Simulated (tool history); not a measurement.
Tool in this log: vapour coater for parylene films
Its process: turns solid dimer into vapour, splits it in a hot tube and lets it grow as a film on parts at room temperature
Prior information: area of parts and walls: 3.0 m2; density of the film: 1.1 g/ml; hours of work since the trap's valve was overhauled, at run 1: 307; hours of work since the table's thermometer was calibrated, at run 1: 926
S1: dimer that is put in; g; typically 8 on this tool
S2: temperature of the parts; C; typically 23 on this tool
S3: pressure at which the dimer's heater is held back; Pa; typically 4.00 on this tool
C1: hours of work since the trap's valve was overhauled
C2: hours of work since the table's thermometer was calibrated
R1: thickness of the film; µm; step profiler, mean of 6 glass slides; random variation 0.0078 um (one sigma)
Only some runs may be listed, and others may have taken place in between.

run	hour	S1	S2	S3	C1	C2	R1
1	0.0	8	23	4.00	307	926	1.259
2	20.0	8	23	4.00	325	943	1.263
3	59.1	8	23	4.00	359	978	1.262
4	80.2	8	23	4.00	377	996	1.241
5	109.5	8	23	4.00	403	1022	1.256
6	144.4	8	23	8.95	433	1052	1.063
7	162.9	8	23	8.95	450	1069	1.055
8	179.7	8	23	3.18	464	1083	1.312
9	215.5	5	23	9.99	496	1115	0.660
10	236.7	5	23	9.99	514	1133	0.655
11	256.2	7	24	3.68	531	1150	1.086
# hour 271.2: trap's valve overhauled
12	283.3	3	25	5.54	11	1170	0.416
13	299.9	6	25	4.00	25	1185	0.891

4 options for the next run, each taken on its own from the tool as it stands now. Forecast them:
A	321.7	5	32	4.00	44	1204	?
B	321.7	7	24	9.95	44	1204	?
C	321.7	6	29	5.09	44	1204	?
D	321.7	11	21	10.70	44	1204	?

run	R1
A	0.597
B	0.882
C	0.755
D	1.496
What these runs would have given with no unlogged condition in the tool:
run	R1
A	0.597
B	0.882
C	0.755
D	1.497
